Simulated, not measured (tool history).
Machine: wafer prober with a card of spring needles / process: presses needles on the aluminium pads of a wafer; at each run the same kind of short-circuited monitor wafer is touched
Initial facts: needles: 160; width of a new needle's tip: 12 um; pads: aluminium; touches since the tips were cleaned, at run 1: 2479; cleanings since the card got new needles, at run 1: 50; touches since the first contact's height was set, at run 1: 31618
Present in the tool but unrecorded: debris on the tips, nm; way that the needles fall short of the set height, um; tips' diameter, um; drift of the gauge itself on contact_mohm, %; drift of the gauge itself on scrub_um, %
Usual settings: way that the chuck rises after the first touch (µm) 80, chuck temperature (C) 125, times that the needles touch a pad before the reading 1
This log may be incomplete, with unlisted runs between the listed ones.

run,hour,way that the chuck rises after the first touch (µm),chuck temperature (C),times that the needles touch a pad before the reading,touches since the tips were cleaned,cleanings since the card got new needles,touches since the first contact's height was set,resistance of one needle with its contact and lead (mohm),way that a needle slides on the pad (µm)
1,0,80,125,1,2479,50,31618,280,12.4
# hour 4.6: tips cleaned on abrasive film
# hour 15.1: tips cleaned on abrasive film
# hour 24.2: tips cleaned on abrasive film
2,29.9,80,125,1,2858,53,46469,274,12.4
# hour 34.1: tips cleaned on abrasive film
# hour 43.1: tips cleaned on abrasive film
# hour 54.2: tips cleaned on abrasive film
3,61.9,80,125,1,3844,56,62418,278,12.41
# hour 64.2: tips cleaned on abrasive film
# hour 73.2: tips cleaned on abrasive film
4,80.9,80,125,2,3857,58,71859,280,12.4
# hour 83.2: tips cleaned on abrasive film
# hour 92.2: tips cleaned on abrasive film
# hour 101.3: tips cleaned on abrasive film
# hour 110.3: tips cleaned on abrasive film
5,110.6,80,125,1,164,62,86594,279,12.4
# hour 119.6: tips cleaned on abrasive film
# hour 128.7: tips cleaned on abrasive film
# hour 139.3: tips cleaned on abrasive film
# hour 141.9: height of the first contact set anew
6,146.3,80,125,1,3362,65,2242,279,12.43
# hour 148.8: tips cleaned on abrasive film
# hour 157.8: tips cleaned on abrasive film
# hour 168.3: tips cleaned on abrasive film
7,176.2,80,125,2,3986,68,17089,277,12.41
# hour 178.5: tips cleaned on abrasive film
# hour 189.7: tips cleaned on abrasive film
# hour 200.6: tips cleaned on abrasive film
8,207.9,80,125,2,3674,71,32861,279,12.42
# hour 210.2: tips cleaned on abrasive film
# hour 219.2: tips cleaned on abrasive film
# hour 228.2: tips cleaned on abrasive film
# hour 239: tips cleaned on abrasive film
# hour 248.7: tips cleaned on abrasive film
9,248.7,67,125,2,0,76,53108,285,10.4
# hour 259.4: tips cleaned on abrasive film
# hour 270.6: tips cleaned on abrasive film
# hour 281.4: tips cleaned on abrasive film
10,288.8,67,125,2,3714,79,73128,278,10.37
# hour 291.1: tips cleaned on abrasive film
# hour 302.1: tips cleaned on abrasive film
# hour 313.1: tips cleaned on abrasive film
# hour 324: tips cleaned on abrasive film
11,331,67,125,2,3522,83,94145,281,10.36
# hour 333.4: tips cleaned on abrasive film
# hour 343.9: tips cleaned on abrasive film
# hour 346.5: height of the first contact set anew
# hour 355.5: tips cleaned on abrasive film
# hour 364.5: tips cleaned on abrasive film
12,371.5,67,125,2,3531,87,12498,280,10.39
# hour 373.9: tips cleaned on abrasive film
# hour 382.9: tips cleaned on abrasive film
# hour 394.1: tips cleaned on abrasive film
13,398.2,80,125,1,2053,90,25756,279,12.42
# hour 404.8: tips cleaned on abrasive film
# hour 413.8: tips cleaned on abrasive film
14,416.5,80,125,1,1342,92,34841,280,12.4
# hour 423.3: tips cleaned on abrasive film
# hour 432.3: tips cleaned on abrasive film
# hour 443.2: tips cleaned on abrasive film
# hour 454: tips cleaned on abrasive film
15,454,86,85,1,0,96,53481,267,13.32
# hour 463: tips cleaned on abrasive film
# hour 473.7: tips cleaned on abrasive film
# hour 484.9: tips cleaned on abrasive film
# hour 494: tips cleaned on abrasive film
16,494.6,84,28,1,322,100,73683,251,13.03
# hour 503.6: tips cleaned on abrasive film
# hour 512.6: tips cleaned on abrasive film
# hour 521.7: tips cleaned on abrasive film
17,526.5,84,28,1,2404,103,89538,252,13.05
# hour 531: tips cleaned on abrasive film
# hour 542.3: tips cleaned on abrasive film
# hour 551.3: tips cleaned on abrasive film
# hour 551.6: height of the first contact set anew
# hour 561.4: tips cleaned on abrasive film
18,561.4,96,68,1,0,107,4866,263,14.92
# hour 572.3: tips cleaned on abrasive film
# hour 581.3: tips cleaned on abrasive film
# hour 590.4: tips cleaned on abrasive film
# hour 599.4: tips cleaned on abrasive film
19,602.7,67,125,1,1663,111,25422,281,10.38
# hour 609.5: tips cleaned on abrasive film
# hour 619.7: tips cleaned on abrasive film
20,628.5,63,125,1,4401,113,38271,284,9.76

Run 21 comes next. What will it give?
# hour 630.8: tips cleaned on abrasive film
# hour 641.9: tips cleaned on abrasive film
# hour 652.7: tips cleaned on abrasive film
21,657.6,63,125,1,2452,116,52739,?,?

Run 21 yielded resistance of one needle with its contact and lead (mohm) 282, way that a needle slides on the pad (µm) 9.77.
Were there no unlogged condition in the tool, this run, its random variation unchanged, would have produced resistance of one needle with its contact and lead (mohm) 281, way that a needle slides on the pad (µm) 9.77.
